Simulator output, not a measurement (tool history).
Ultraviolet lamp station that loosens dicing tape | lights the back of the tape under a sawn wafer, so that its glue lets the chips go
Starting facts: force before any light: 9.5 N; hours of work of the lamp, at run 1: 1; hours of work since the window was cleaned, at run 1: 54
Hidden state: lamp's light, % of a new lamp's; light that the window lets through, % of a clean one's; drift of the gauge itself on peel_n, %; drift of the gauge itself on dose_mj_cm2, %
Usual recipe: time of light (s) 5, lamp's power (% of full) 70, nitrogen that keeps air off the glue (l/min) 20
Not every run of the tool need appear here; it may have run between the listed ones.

run,hour,time of light (s),lamp's power (% of full),nitrogen that keeps air off the glue (l/min),hours of work of the lamp,hours of work since the window was cleaned,force that peels the tape off (N),light that reached the tape (mJ/cm²)
1,0.0,5,70,20,1,54,0.906,272
2,8.8,5,70,20,7,60,0.904,276
3,16.3,5,70,35,12,65,0.681,277
4,24.2,5,70,20,17,70,0.908,277
5,33.4,5,70,20,24,76,0.895,277
6,42.0,5,70,20,29,82,0.904,279
7,49.5,5,70,20,34,87,0.870,281
8,57.9,5,87,20,40,93,0.580,343
9,64.0,5,79,20,44,97,0.693,314
10,68.4,5,79,20,47,100,0.681,305
11,76.2,5,79,20,52,105,0.717,314
12,84.5,5,79,20,58,110,0.728,313
13,91.1,5,79,20,62,115,0.692,314
14,96.3,5,74,20,66,118,0.833,291
15,105.8,5,74,20,72,125,0.830,292
16,113.7,5,74,20,77,130,0.817,293
17,123.3,5,74,20,84,136,0.814,294
18,132.1,5,70,20,90,142,0.910,276
19,137.1,5,70,20,93,146,0.878,273
20,144.2,5,77,20,98,150,0.760,305
21,150.1,5,87,20,102,154,0.583,344
22,158.7,5,70,12,107,160,1.239,275
23,165.4,5,70,12,112,164,1.286,280
24,171.4,5,70,12,116,168,1.221,269
25,177.5,5,70,8,120,172,1.621,276
26,182.7,5,70,8,123,176,1.569,280
27,188.6,5,70,8,127,180,1.571,277
28,198.6,5,91,20,134,187,0.521,359
29,203.6,4,91,20,137,190,0.819,287
30,208.0,8,70,17,140,193,0.381,443
31,213.6,8,86,31,144,197,0.200,544
32,218.5,6,72,10,147,200,0.928,339
33,226.7,6,72,10,153,205,0.924,345
34,232.0,6,72,10,156,209,0.988,340
35,240.7,6,72,10,162,215,0.926,342
36,245.1,6,93,8,165,218,0.639,441
37,254.7,6,93,8,171,224,0.635,439

What if the next run were any one of these 5? Each begins from the tool's condition after run 37:
A,262.5,7,91,33,177,229,?,?
B,262.5,6,72,8,177,229,?,?
C,262.5,5,99,36,177,229,?,?
D,262.5,6,93,21,177,229,?,?
E,262.5,2,70,20,177,229,?,?

run,force that peels the tape off (N),light that reached the tape (mJ/cm²)
A,0.241,502
B,1.060,338
C,0.328,390
D,0.337,446
E,3.544,110
Stripped of hidden state, with their random variation kept, the same runs would have yielded:
run,force that peels the tape off (N),light that reached the tape (mJ/cm²)
A,0.240,503
B,1.056,339
C,0.327,390
D,0.336,447
E,3.538,110

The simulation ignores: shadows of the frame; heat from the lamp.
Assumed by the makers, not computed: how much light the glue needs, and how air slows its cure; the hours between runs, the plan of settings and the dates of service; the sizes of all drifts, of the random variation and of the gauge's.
